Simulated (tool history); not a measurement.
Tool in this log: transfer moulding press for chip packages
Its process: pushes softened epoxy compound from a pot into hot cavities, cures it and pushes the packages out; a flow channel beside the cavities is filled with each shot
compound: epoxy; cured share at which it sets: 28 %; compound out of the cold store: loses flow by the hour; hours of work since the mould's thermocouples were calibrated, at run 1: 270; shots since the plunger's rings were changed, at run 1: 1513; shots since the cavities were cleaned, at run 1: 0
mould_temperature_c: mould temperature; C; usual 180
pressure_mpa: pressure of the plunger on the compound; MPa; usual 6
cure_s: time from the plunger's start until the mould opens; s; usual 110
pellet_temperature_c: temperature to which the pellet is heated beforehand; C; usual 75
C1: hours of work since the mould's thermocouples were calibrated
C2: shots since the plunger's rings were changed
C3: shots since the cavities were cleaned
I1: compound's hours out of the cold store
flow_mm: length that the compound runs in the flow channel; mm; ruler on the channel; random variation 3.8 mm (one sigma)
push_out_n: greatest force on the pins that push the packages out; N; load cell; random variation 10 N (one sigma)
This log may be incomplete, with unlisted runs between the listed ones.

{"run": 1, "hour": 0.0, "mould_temperature_c": 180, "pressure_mpa": 6, "cure_s": 110, "pellet_temperature_c": 75, "C1": 270, "C2": 1513, "C3": 0, "I1": 18.9, "flow_mm": 990, "push_out_n": 455}
{"run": 2, "hour": 10.7, "mould_temperature_c": 180, "pressure_mpa": 6, "cure_s": 110, "pellet_temperature_c": 75, "C1": 277, "C2": 1629, "C3": 116, "I1": 30.1, "flow_mm": 928, "push_out_n": 490}
{"run": 3, "hour": 28.5, "mould_temperature_c": 180, "pressure_mpa": 6, "cure_s": 110, "pellet_temperature_c": 75, "C1": 290, "C2": 1821, "C3": 308, "I1": 40, "flow_mm": 869, "push_out_n": 573}
{"run": 4, "hour": 49.3, "mould_temperature_c": 180, "pressure_mpa": 6, "cure_s": 110, "pellet_temperature_c": 75, "C1": 304, "C2": 2047, "C3": 534, "I1": 45.3, "flow_mm": 839, "push_out_n": 608}
{"run": 5, "hour": 61.2, "mould_temperature_c": 180, "pressure_mpa": 6, "cure_s": 110, "pellet_temperature_c": 75, "C1": 312, "C2": 2175, "C3": 662, "I1": 24.1, "flow_mm": 958, "push_out_n": 664}
{"hour": 65.6, "done": "cavities cleaned with cleaning compound and waxed"}
{"run": 6, "hour": 80.6, "mould_temperature_c": 180, "pressure_mpa": 6, "cure_s": 110, "pellet_temperature_c": 75, "C1": 325, "C2": 2369, "C3": 162, "I1": 27.6, "flow_mm": 935, "push_out_n": 755}
{"run": 7, "hour": 90.0, "mould_temperature_c": 180, "pressure_mpa": 6, "cure_s": 110, "pellet_temperature_c": 75, "C1": 331, "C2": 2471, "C3": 264, "I1": 38, "flow_mm": 872, "push_out_n": 743}
{"run": 8, "hour": 107.0, "mould_temperature_c": 180, "pressure_mpa": 6, "cure_s": 119, "pellet_temperature_c": 75, "C1": 343, "C2": 2654, "C3": 447, "I1": 21.6, "flow_mm": 967, "push_out_n": 750}
{"run": 9, "hour": 120.5, "mould_temperature_c": 180, "pressure_mpa": 6, "cure_s": 90, "pellet_temperature_c": 75, "C1": 352, "C2": 2801, "C3": 594, "I1": 42.8, "flow_mm": 844, "push_out_n": 990}
{"hour": 131.8, "done": "cavities cleaned with cleaning compound and waxed"}
{"run": 10, "hour": 136.4, "mould_temperature_c": 180, "pressure_mpa": 6, "cure_s": 90, "pellet_temperature_c": 75, "C1": 362, "C2": 2957, "C3": 51, "I1": 11.7, "flow_mm": 1030, "push_out_n": 661}
{"run": 11, "hour": 147.6, "mould_temperature_c": 180, "pressure_mpa": 6, "cure_s": 90, "pellet_temperature_c": 75, "C1": 370, "C2": 3078, "C3": 172, "I1": 28.4, "flow_mm": 924, "push_out_n": 678}
{"run": 12, "hour": 162.5, "mould_temperature_c": 180, "pressure_mpa": 6, "cure_s": 90, "pellet_temperature_c": 75, "C1": 380, "C2": 3239, "C3": 333, "I1": 28.4, "flow_mm": 917, "push_out_n": 728}
{"run": 13, "hour": 171.6, "mould_temperature_c": 180, "pressure_mpa": 6, "cure_s": 90, "pellet_temperature_c": 75, "C1": 387, "C2": 3337, "C3": 431, "I1": 40.8, "flow_mm": 849, "push_out_n": 722}
{"run": 14, "hour": 184.8, "mould_temperature_c": 180, "pressure_mpa": 6, "cure_s": 90, "pellet_temperature_c": 75, "C1": 396, "C2": 3480, "C3": 574, "I1": 39.6, "flow_mm": 854, "push_out_n": 782}
{"hour": 190.3, "done": "cavities cleaned with cleaning compound and waxed, once more"}
{"run": 15, "hour": 199.5, "mould_temperature_c": 180, "pressure_mpa": 6, "cure_s": 90, "pellet_temperature_c": 75, "C1": 405, "C2": 3623, "C3": 100, "I1": 32.3, "flow_mm": 895, "push_out_n": 634}
{"run": 16, "hour": 216.7, "mould_temperature_c": 177, "pressure_mpa": 6, "cure_s": 130, "pellet_temperature_c": 75, "C1": 417, "C2": 3809, "C3": 286, "I1": 30.4, "flow_mm": 907, "push_out_n": 538}
{"run": 17, "hour": 229.8, "mould_temperature_c": 179, "pressure_mpa": 6, "cure_s": 130, "pellet_temperature_c": 82, "C1": 426, "C2": 3951, "C3": 428, "I1": 11.2, "flow_mm": 1016, "push_out_n": 550}
{"run": 18, "hour": 248.1, "mould_temperature_c": 176, "pressure_mpa": 7.39, "cure_s": 125, "pellet_temperature_c": 75, "C1": 439, "C2": 4149, "C3": 626, "I1": 31.4, "flow_mm": 1010, "push_out_n": 669}
{"hour": 256.0, "done": "cavities cleaned with cleaning compound and waxed"}
{"run": 19, "hour": 261.9, "mould_temperature_c": 178, "pressure_mpa": 6.85, "cure_s": 99, "pellet_temperature_c": 75, "C1": 447, "C2": 4281, "C3": 63, "I1": 27.9, "flow_mm": 986, "push_out_n": 628}
{"run": 20, "hour": 271.9, "mould_temperature_c": 185, "pressure_mpa": 6.85, "cure_s": 104, "pellet_temperature_c": 69, "C1": 454, "C2": 4389, "C3": 171, "I1": 28.7, "flow_mm": 954, "push_out_n": 516}
{"run": 21, "hour": 292.9, "mould_temperature_c": 173, "pressure_mpa": 6.15, "cure_s": 134, "pellet_temperature_c": 72, "C1": 469, "C2": 4617, "C3": 399, "I1": 41.4, "flow_mm": 870, "push_out_n": 630}
{"run": 22, "hour": 304.1, "mould_temperature_c": 185, "pressure_mpa": 6, "cure_s": 110, "pellet_temperature_c": 75, "C1": 476, "C2": 4738, "C3": 520, "I1": 20.2, "flow_mm": 934, "push_out_n": 591}
{"hour": 321.1, "done": "cavities cleaned with cleaning compound and waxed"}
{"run": 23, "hour": 321.2, "mould_temperature_c": 185, "pressure_mpa": 6.33, "cure_s": 110, "pellet_temperature_c": 70, "C1": 487, "C2": 4907, "C3": 2, "I1": 12.7, "flow_mm": 1010, "push_out_n": 426}
{"run": 24, "hour": 335.7, "mould_temperature_c": 185, "pressure_mpa": 6.33, "cure_s": 110, "pellet_temperature_c": 70, "C1": 497, "C2": 5064, "C3": 159, "I1": 43, "flow_mm": 830, "push_out_n": 481}
{"run": 25, "hour": 356.5, "mould_temperature_c": 180, "pressure_mpa": 6.52, "cure_s": 110, "pellet_temperature_c": 71, "C1": 512, "C2": 5289, "C3": 384, "I1": 31.4, "flow_mm": 923, "push_out_n": 566}
{"run": 26, "hour": 374.6, "mould_temperature_c": 177, "pressure_mpa": 6.52, "cure_s": 110, "pellet_temperature_c": 69, "C1": 524, "C2": 5484, "C3": 579, "I1": 14.4, "flow_mm": 1035, "push_out_n": 720}
{"hour": 386.4, "done": "cavities cleaned with cleaning compound and waxed"}
{"run": 27, "hour": 387.3, "mould_temperature_c": 180, "pressure_mpa": 6, "cure_s": 110, "pellet_temperature_c": 74, "C1": 532, "C2": 5606, "C3": 10, "I1": 34.8, "flow_mm": 862, "push_out_n": 434}
{"run": 28, "hour": 401.7, "mould_temperature_c": 183, "pressure_mpa": 6.99, "cure_s": 110, "pellet_temperature_c": 75, "C1": 542, "C2": 5761, "C3": 165, "I1": 11.3, "flow_mm": 1065, "push_out_n": 504}
{"run": 29, "hour": 412.1, "mould_temperature_c": 184, "pressure_mpa": 6.62, "cure_s": 132, "pellet_temperature_c": 75, "C1": 549, "C2": 5874, "C3": 278, "I1": 26.5, "flow_mm": 936, "push_out_n": 502}

Alternative continuations, all from the tool just after run 29; predict every row:
{"run": "A", "hour": 433.5, "mould_temperature_c": 183, "pressure_mpa": 7.41, "cure_s": 132, "pellet_temperature_c": 75, "C1": 564, "C2": 6105, "C3": 509, "I1": 42.4, "flow_mm": "?", "push_out_n": "?"}
{"run": "B", "hour": 433.5, "mould_temperature_c": 175, "pressure_mpa": 5.69, "cure_s": 132, "pellet_temperature_c": 66, "C1": 564, "C2": 6105, "C3": 509, "I1": 36.1, "flow_mm": "?", "push_out_n": "?"}
{"run": "C", "hour": 433.5, "mould_temperature_c": 180, "pressure_mpa": 4.85, "cure_s": 92, "pellet_temperature_c": 67, "C1": 564, "C2": 6105, "C3": 509, "I1": 23.4, "flow_mm": "?", "push_out_n": "?"}
{"run": "D", "hour": 433.5, "mould_temperature_c": 179, "pressure_mpa": 4.5, "cure_s": 132, "pellet_temperature_c": 75, "C1": 564, "C2": 6105, "C3": 509, "I1": 22, "flow_mm": "?", "push_out_n": "?"}

run=A flow_mm=903 push_out_n=562
run=B flow_mm=839 push_out_n=600
run=C flow_mm=828 push_out_n=783
run=D flow_mm=806 push_out_n=559
With no hidden state in the tool, these same runs would have given:
run=A flow_mm=968 push_out_n=412
run=B flow_mm=900 push_out_n=445
run=C flow_mm=887 push_out_n=596
run=D flow_mm=864 push_out_n=410
